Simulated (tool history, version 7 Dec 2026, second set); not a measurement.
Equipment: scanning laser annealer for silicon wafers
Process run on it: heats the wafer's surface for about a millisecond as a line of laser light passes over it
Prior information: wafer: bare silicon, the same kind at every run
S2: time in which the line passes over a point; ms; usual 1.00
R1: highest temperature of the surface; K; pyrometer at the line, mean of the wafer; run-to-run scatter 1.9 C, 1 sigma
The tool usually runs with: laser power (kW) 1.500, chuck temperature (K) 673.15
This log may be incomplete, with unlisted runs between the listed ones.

run 1 hour=0.0 | laser_power_(kW)=1.500 S2=1.00 chuck_temperature_(K)=673.15 | R1=1389.15
run 2 hour=17.7 | laser_power_(kW)=1.500 S2=1.00 chuck_temperature_(K)=673.15 | R1=1388.15
run 3 hour=35.8 | laser_power_(kW)=1.500 S2=1.00 chuck_temperature_(K)=692.15 | R1=1404.15
run 4 hour=48.6 | laser_power_(kW)=1.500 S2=1.00 chuck_temperature_(K)=692.15 | R1=1407.15
run 5 hour=71.5 | laser_power_(kW)=1.500 S2=1.00 chuck_temperature_(K)=692.15 | R1=1401.15
run 6 hour=88.7 | laser_power_(kW)=1.500 S2=0.79 chuck_temperature_(K)=673.15 | R1=1302.15
run 7 hour=111.0 | laser_power_(kW)=1.500 S2=0.79 chuck_temperature_(K)=673.15 | R1=1300.15
run 8 hour=131.6 | laser_power_(kW)=1.581 S2=1.00 chuck_temperature_(K)=673.15 | R1=1419.15
run 9 hour=148.7 | laser_power_(kW)=1.500 S2=1.00 chuck_temperature_(K)=673.15 | R1=1382.15
run 10 hour=168.2 | laser_power_(kW)=1.500 S2=1.00 chuck_temperature_(K)=673.15 | R1=1381.15
run 11 hour=178.6 | laser_power_(kW)=1.500 S2=1.00 chuck_temperature_(K)=673.15 | R1=1382.15
run 12 hour=194.2 | laser_power_(kW)=1.500 S2=0.83 chuck_temperature_(K)=673.15 | R1=1314.15
run 13 hour=215.1 | laser_power_(kW)=1.500 S2=0.83 chuck_temperature_(K)=673.15 | R1=1311.15
run 14 hour=228.1 | laser_power_(kW)=1.500 S2=0.83 chuck_temperature_(K)=673.15 | R1=1312.15
run 15 hour=251.0 | laser_power_(kW)=1.500 S2=1.00 chuck_temperature_(K)=673.15 | R1=1377.15
run 16 hour=274.9 | laser_power_(kW)=1.500 S2=1.00 chuck_temperature_(K)=673.15 | R1=1376.15
run 17 hour=288.2 | laser_power_(kW)=1.500 S2=1.00 chuck_temperature_(K)=673.15 | R1=1377.15
run 18 hour=302.6 | laser_power_(kW)=1.500 S2=1.00 chuck_temperature_(K)=673.15 | R1=1374.15
-- hour=313.3 window over the wafer cleaned
run 19 hour=322.1 | laser_power_(kW)=1.500 S2=1.00 chuck_temperature_(K)=673.15 | R1=1395.15
run 20 hour=341.9 | laser_power_(kW)=1.500 S2=1.00 chuck_temperature_(K)=673.15 | R1=1396.15
run 21 hour=361.4 | laser_power_(kW)=1.500 S2=1.00 chuck_temperature_(K)=674.15 | R1=1393.15
run 22 hour=374.1 | laser_power_(kW)=1.391 S2=1.13 chuck_temperature_(K)=673.15 | R1=1392.15
run 23 hour=396.9 | laser_power_(kW)=1.288 S2=0.84 chuck_temperature_(K)=678.15 | R1=1251.15
run 24 hour=408.5 | laser_power_(kW)=1.594 S2=1.15 chuck_temperature_(K)=684.15 | R1=1500.15
-- hour=413.2 laser's power meter calibrated
run 25 hour=422.8 | laser_power_(kW)=1.500 S2=1.24 chuck_temperature_(K)=678.15 | R1=1482.15
run 26 hour=442.1 | laser_power_(kW)=1.384 S2=0.76 chuck_temperature_(K)=678.15 | R1=1255.15
run 27 hour=457.8 | laser_power_(kW)=1.384 S2=0.76 chuck_temperature_(K)=678.15 | R1=1253.15
-- hour=476.0 laser's power meter calibrated, once more
run 28 hour=479.4 | laser_power_(kW)=1.467 S2=1.21 chuck_temperature_(K)=678.15 | R1=1455.15
run 29 hour=490.7 | laser_power_(kW)=1.384 S2=0.88 chuck_temperature_(K)=663.15 | R1=1283.15
run 30 hour=511.5 | laser_power_(kW)=1.384 S2=0.88 chuck_temperature_(K)=663.15 | R1=1284.15
run 31 hour=529.8 | laser_power_(kW)=1.391 S2=1.00 chuck_temperature_(K)=636.15 | R1=1300.15
run 32 hour=550.4 | laser_power_(kW)=1.395 S2=1.00 chuck_temperature_(K)=645.15 | R1=1313.15
run 33 hour=561.7 | laser_power_(kW)=1.513 S2=0.85 chuck_temperature_(K)=673.15 | R1=1331.15
run 34 hour=572.7 | laser_power_(kW)=1.513 S2=1.13 chuck_temperature_(K)=680.15 | R1=1443.15
run 35 hour=590.1 | laser_power_(kW)=1.444 S2=1.12 chuck_temperature_(K)=643.15 | R1=1371.15
run 36 hour=608.5 | laser_power_(kW)=1.321 S2=1.00 chuck_temperature_(K)=673.15 | R1=1305.15
run 37 hour=623.9 | laser_power_(kW)=1.500 S2=1.14 chuck_temperature_(K)=705.15 | R1=1465.15
run 38 hour=648.1 | laser_power_(kW)=1.500 S2=1.14 chuck_temperature_(K)=705.15 | R1=1462.15
run 39 hour=669.4 | laser_power_(kW)=1.500 S2=1.14 chuck_temperature_(K)=705.15 | R1=1461.15

Each row is a separate what-if for the run after 39, all from the same tool condition, not one after another. Results?
run A hour=684.6 | laser_power_(kW)=1.339 S2=0.75 chuck_temperature_(K)=705.15 | R1=?
run B hour=684.6 | laser_power_(kW)=1.431 S2=1.15 chuck_temperature_(K)=687.15 | R1=?
run C hour=684.6 | laser_power_(kW)=1.395 S2=1.00 chuck_temperature_(K)=673.15 | R1=?

run=A R1=1251.15
run=B R1=1416.15
run=C R1=1335.15
Without the tool's unlogged condition, the same runs would have read:
run=A R1=1271.15
run=B R1=1442.15
run=C R1=1359.15

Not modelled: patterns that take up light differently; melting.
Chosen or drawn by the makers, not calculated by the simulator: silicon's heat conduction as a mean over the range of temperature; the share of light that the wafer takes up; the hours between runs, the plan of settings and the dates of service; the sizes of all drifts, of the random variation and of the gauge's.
